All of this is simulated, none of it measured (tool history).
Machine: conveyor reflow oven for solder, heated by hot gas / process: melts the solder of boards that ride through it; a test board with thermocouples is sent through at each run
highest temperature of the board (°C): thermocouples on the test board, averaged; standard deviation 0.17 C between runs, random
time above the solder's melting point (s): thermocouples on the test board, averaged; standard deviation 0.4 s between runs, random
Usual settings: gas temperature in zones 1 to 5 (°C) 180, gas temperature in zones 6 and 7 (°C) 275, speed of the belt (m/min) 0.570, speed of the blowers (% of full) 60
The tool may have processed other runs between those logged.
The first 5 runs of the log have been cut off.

| run | hour | gas temperature in zones 1 to 5 (°C) | gas temperature in zones 6 and 7 (°C) | speed of the belt (m/min) | speed of the blowers (% of full) | hours of work since the flux was cleaned out | hours of work since the belt drive was overhauled | hours of work since the thermocouples were changed | highest temperature of the board (°C) | time above the solder's melting point (s) |
|---|---|---|---|---|---|---|---|---|---|---|
| 6 | 104.2 | 180 | 275 | 0.570 | 60 | 110 | 186 | 49 | 261.8 | 63.6 |
| 7 | 126.9 | 180 | 275 | 0.570 | 60 | 120 | 196 | 59 | 261.9 | 64.2 |
| 8 | 144.8 | 180 | 275 | 0.570 | 60 | 127 | 204 | 66 | 262.1 | 63.6 |
| 9 | 169.8 | 180 | 275 | 0.570 | 60 | 138 | 215 | 77 | 261.8 | 63.7 |
| 10 | 181.0 | 180 | 275 | 0.570 | 60 | 143 | 219 | 82 | 261.9 | 64.3 |
| 11 | 205.9 | 180 | 275 | 0.570 | 60 | 154 | 230 | 93 | 261.8 | 64.1 |
|  | 219.4 | flux residue cleaned out of gas plates and filters |
| 12 | 230.3 | 180 | 275 | 0.570 | 60 | 5 | 239 | 102 | 262.3 | 63.7 |
| 13 | 247.0 | 180 | 275 | 0.570 | 60 | 12 | 246 | 109 | 262.2 | 63.6 |
| 14 | 258.1 | 180 | 275 | 0.570 | 60 | 17 | 251 | 114 | 262.1 | 63.7 |
| 15 | 279.3 | 180 | 275 | 0.570 | 60 | 26 | 260 | 123 | 262.1 | 63.6 |
| 16 | 299.4 | 180 | 275 | 0.512 | 60 | 35 | 269 | 132 | 264.8 | 73.3 |

What does the tool deliver on the next run?
| 17 | 321.2 | 180 | 275 | 0.546 | 60 | 45 | 279 | 141 | ? | ? |

{"run 17": {"highest temperature of the board (°C)": 263.4, "time above the solder's melting point (s)": 67.5}}
Were there no unlogged condition in the tool, this run, its random variation unchanged, would have produced highest temperature of the board (°C) 262.9, time above the solder's melting point (s) 66.8.
